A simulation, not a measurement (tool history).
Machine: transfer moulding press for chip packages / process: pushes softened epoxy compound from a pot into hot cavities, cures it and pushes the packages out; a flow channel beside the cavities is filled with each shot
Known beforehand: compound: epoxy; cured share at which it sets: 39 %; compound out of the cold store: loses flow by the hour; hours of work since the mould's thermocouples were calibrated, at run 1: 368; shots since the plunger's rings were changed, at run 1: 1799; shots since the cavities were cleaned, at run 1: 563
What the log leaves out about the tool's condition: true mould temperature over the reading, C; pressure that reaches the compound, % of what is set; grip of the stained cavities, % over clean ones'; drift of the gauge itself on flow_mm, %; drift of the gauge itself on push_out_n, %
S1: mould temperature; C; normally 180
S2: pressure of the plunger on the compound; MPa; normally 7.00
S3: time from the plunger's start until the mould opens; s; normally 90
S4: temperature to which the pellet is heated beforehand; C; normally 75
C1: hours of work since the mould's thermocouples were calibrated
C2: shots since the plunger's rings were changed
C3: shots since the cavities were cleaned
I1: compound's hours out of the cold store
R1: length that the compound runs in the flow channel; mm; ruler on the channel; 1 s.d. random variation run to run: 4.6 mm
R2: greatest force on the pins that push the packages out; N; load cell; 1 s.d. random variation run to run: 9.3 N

run 1 hour=0.0 | S1=180 S2=7.00 S3=90 S4=75 | C1=368 C2=1799 C3=563 | I1=26.3 | R1=657 R2=639
-- hour=8.2 cavities cleaned with cleaning compound and waxed
run 2 hour=34.1 | S1=180 S2=7.00 S3=90 S4=77 | C1=392 C2=2270 C3=374 | I1=9.5 | R1=703 R2=582
-- hour=53.2 cavities cleaned with cleaning compound and waxed
run 3 hour=74.8 | S1=183 S2=7.00 S3=90 S4=75 | C1=422 C2=2838 C3=313 | I1=28.3 | R1=623 R2=538
-- hour=98.1 plunger's sealing rings changed
-- hour=102.6 cavities cleaned with cleaning compound and waxed
run 4 hour=104.8 | S1=180 S2=7.00 S3=90 S4=75 | C1=441 C2=75 C3=31 | I1=42.4 | R1=618 R2=450
run 5 hour=144.2 | S1=180 S2=7.00 S3=90 S4=75 | C1=471 C2=645 C3=601 | I1=36.9 | R1=629 R2=667
-- hour=147.4 cavities cleaned with cleaning compound and waxed
run 6 hour=181.8 | S1=180 S2=7.00 S3=111 S4=75 | C1=498 C2=1169 C3=499 | I1=14.8 | R1=696 R2=578
-- hour=192.4 cavities cleaned with cleaning compound and waxed
run 7 hour=216.0 | S1=180 S2=7.00 S3=111 S4=75 | C1=522 C2=1641 C3=341 | I1=11.9 | R1=691 R2=534
-- hour=239.1 cavities cleaned with cleaning compound and waxed
run 8 hour=247.7 | S1=180 S2=7.00 S3=111 S4=75 | C1=545 C2=2079 C3=125 | I1=41.6 | R1=621 R2=466
run 9 hour=271.9 | S1=180 S2=7.00 S3=111 S4=75 | C1=563 C2=2429 C3=475 | I1=38.4 | R1=614 R2=568
-- hour=283.9 cavities cleaned with cleaning compound and waxed
run 10 hour=301.8 | S1=180 S2=7.00 S3=104 S4=75 | C1=585 C2=2840 C3=259 | I1=34.5 | R1=628 R2=503
-- hour=323.7 plunger's sealing rings changed
-- hour=330.9 cavities cleaned with cleaning compound and waxed
run 11 hour=343.2 | S1=180 S2=7.00 S3=104 S4=75 | C1=613 C2=261 C3=179 | I1=40.6 | R1=626 R2=489
run 12 hour=372.8 | S1=180 S2=7.00 S3=84 S4=75 | C1=635 C2=688 C3=606 | I1=30.3 | R1=647 R2=706
-- hour=376.8 cavities cleaned with cleaning compound and waxed
run 13 hour=397.8 | S1=180 S2=7.00 S3=89 S4=75 | C1=653 C2=1029 C3=303 | I1=35.9 | R1=625 R2=562
run 14 hour=419.3 | S1=182 S2=7.00 S3=90 S4=79 | C1=669 C2=1340 C3=614 | I1=43.2 | R1=607 R2=633
-- hour=423.9 cavities cleaned with cleaning compound and waxed
run 15 hour=455.5 | S1=180 S2=6.59 S3=86 S4=75 | C1=695 C2=1842 C3=457 | I1=40.3 | R1=591 R2=622
-- hour=468.6 cavities cleaned with cleaning compound and waxed
run 16 hour=491.3 | S1=184 S2=6.59 S3=100 S4=77 | C1=721 C2=2339 C3=328 | I1=25.2 | R1=621 R2=541
-- hour=505.5 mould's thermocouples calibrated
-- hour=517.6 cavities cleaned with cleaning compound and waxed
run 17 hour=521.8 | S1=180 S2=8.44 S3=108 S4=78 | C1=11 C2=2729 C3=60 | I1=10.7 | R1=749 R2=440
-- hour=551.3 plunger's sealing rings changed
run 18 hour=552.8 | S1=176 S2=5.88 S3=87 S4=78 | C1=33 C2=22 C3=473 | I1=26.3 | R1=618 R2=705
-- hour=566.6 cavities cleaned with cleaning compound and waxed
run 19 hour=595.3 | S1=176 S2=5.88 S3=87 S4=78 | C1=63 C2=615 C3=415 | I1=44.2 | R1=567 R2=687
-- hour=613.6 cavities cleaned with cleaning compound and waxed
run 20 hour=622.7 | S1=176 S2=5.88 S3=87 S4=78 | C1=83 C2=990 C3=131 | I1=31.3 | R1=597 R2=587
run 21 hour=643.9 | S1=176 S2=5.88 S3=87 S4=78 | C1=99 C2=1298 C3=439 | I1=40.0 | R1=575 R2=698
-- hour=658.7 cavities cleaned with cleaning compound and waxed
run 22 hour=679.2 | S1=184 S2=7.41 S3=117 S4=79 | C1=124 C2=1786 C3=297 | I1=8.9 | R1=700 R2=513
-- hour=703.4 cavities cleaned with cleaning compound and waxed
run 23 hour=709.1 | S1=179 S2=7.00 S3=90 S4=80 | C1=145 C2=2197 C3=82 | I1=45.4 | R1=595 R2=477
-- hour=748.7 cavities cleaned with cleaning compound and waxed
run 24 hour=748.7 | S1=179 S2=7.00 S3=90 S4=80 | C1=174 C2=2748 C3=0 | I1=21.3 | R1=656 R2=419
run 25 hour=769.7 | S1=179 S2=7.00 S3=90 S4=80 | C1=190 C2=3052 C3=304 | I1=47.4 | R1=580 R2=556
-- hour=778.8 plunger's sealing rings changed
-- hour=796.4 cavities cleaned with cleaning compound and waxed
run 26 hour=814.2 | S1=186 S2=6.88 S3=74 S4=78 | C1=220 C2=491 C3=258 | I1=29.4 | R1=623 R2=546

Consider 4 possible next runs. They are alternatives, not a sequence: every one starts from the tool as it was left by run 26. What does each give?
run A hour=835.5 | S1=175 S2=7.00 S3=77 S4=75 | C1=236 C2=798 C3=565 | I1=44.8 | R1=? R2=?
run B hour=835.5 | S1=175 S2=5.22 S3=90 S4=72 | C1=236 C2=798 C3=565 | I1=17.5 | R1=? R2=?
run C hour=835.5 | S1=180 S2=5.89 S3=90 S4=75 | C1=236 C2=798 C3=565 | I1=47.5 | R1=? R2=?
run D hour=835.5 | S1=177 S2=8.02 S3=73 S4=78 | C1=236 C2=798 C3=565 | I1=34.7 | R1=? R2=?

run=A R1=624 R2=959
run=B R1=604 R2=793
run=C R1=555 R2=618
run=D R1=680 R2=988
Without the tool's unlogged condition, the same runs would have read:
run=A R1=631 R2=622
run=B R1=611 R2=516
run=C R1=562 R2=412
run=D R1=688 R2=642
